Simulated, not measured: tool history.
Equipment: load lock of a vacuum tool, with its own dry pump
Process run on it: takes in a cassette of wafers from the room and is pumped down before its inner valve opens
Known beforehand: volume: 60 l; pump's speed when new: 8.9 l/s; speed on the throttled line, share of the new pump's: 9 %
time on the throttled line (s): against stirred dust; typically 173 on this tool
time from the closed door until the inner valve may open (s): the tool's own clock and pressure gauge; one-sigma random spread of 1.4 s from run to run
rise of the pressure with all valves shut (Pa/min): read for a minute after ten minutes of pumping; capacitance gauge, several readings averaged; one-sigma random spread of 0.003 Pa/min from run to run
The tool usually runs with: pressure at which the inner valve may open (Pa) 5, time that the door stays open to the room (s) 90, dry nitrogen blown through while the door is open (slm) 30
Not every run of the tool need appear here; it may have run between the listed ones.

run	hour	time on the throttled line (s)	pressure at which the inner valve may open (Pa)	time that the door stays open to the room (s)	dry nitrogen blown through while the door is open (slm)	incoming humidity of the room's air, %	time from the closed door until the inner valve may open (s)	rise of the pressure with all valves shut (Pa/min)
1	0.0	173	5	90	30	44.2	228.8	0.197
2	256.9	136	5	90	30	42.8	194.6	0.212
3	504.0	136	5	90	30	42.4	197.1	0.219
4	635.2	136	5	90	30	43.4	196.2	0.225
5	839.9	136	5	90	30	49.1	194.8	0.242
6	966.9	136	5	90	30	47.6	197.2	0.243
7	1143.0	136	5	90	30	43.2	196.7	0.252
8	1270.4	173	6	90	30	43.2	229.5	0.258
9	1510.8	173	5	27	30	44.4	228.2	0.256
10	1739.9	173	5	27	30	45.4	230.1	0.274
11	1847.3	173	5	27	30	44.8	231.2	0.279
12	1972.9	173	9	90	30	46.0	226.1	0.302
13	2115.6	173	5	90	30	46.3	230.6	0.302
14	2262.1	173	5	134	30	44.0	230.9	0.306
15	2372.3	173	5	134	30	43.3	228.9	0.322
16	2596.9	173	5	90	30	44.3	229.6	0.321
17	2783.0	173	5	90	30	44.4	230.7	0.344
18	3010.8	173	8	90	30	43.6	225.1	0.359
19	3131.1	173	8	90	30	47.1	228.1	0.364
20	3352.5	316	5	63	30	44.2	361.1	0.367
21	3472.8	173	8	34	30	46.6	227.6	0.369
22	3677.8	173	8	34	30	44.2	225.1	0.394
23	3829.3	173	8	34	30	45.3	228.3	0.397

What does the tool deliver on the next run?
24	3941.6	173	8	34	22	45.1	?	?

For run 24 the tool returned time from the closed door until the inner valve may open (s) 229.1, rise of the pressure with all valves shut (Pa/min) 0.414.
Without the tool's hidden state the same run would have given time from the closed door until the inner valve may open (s) 222.2, rise of the pressure with all valves shut (Pa/min) 0.022.
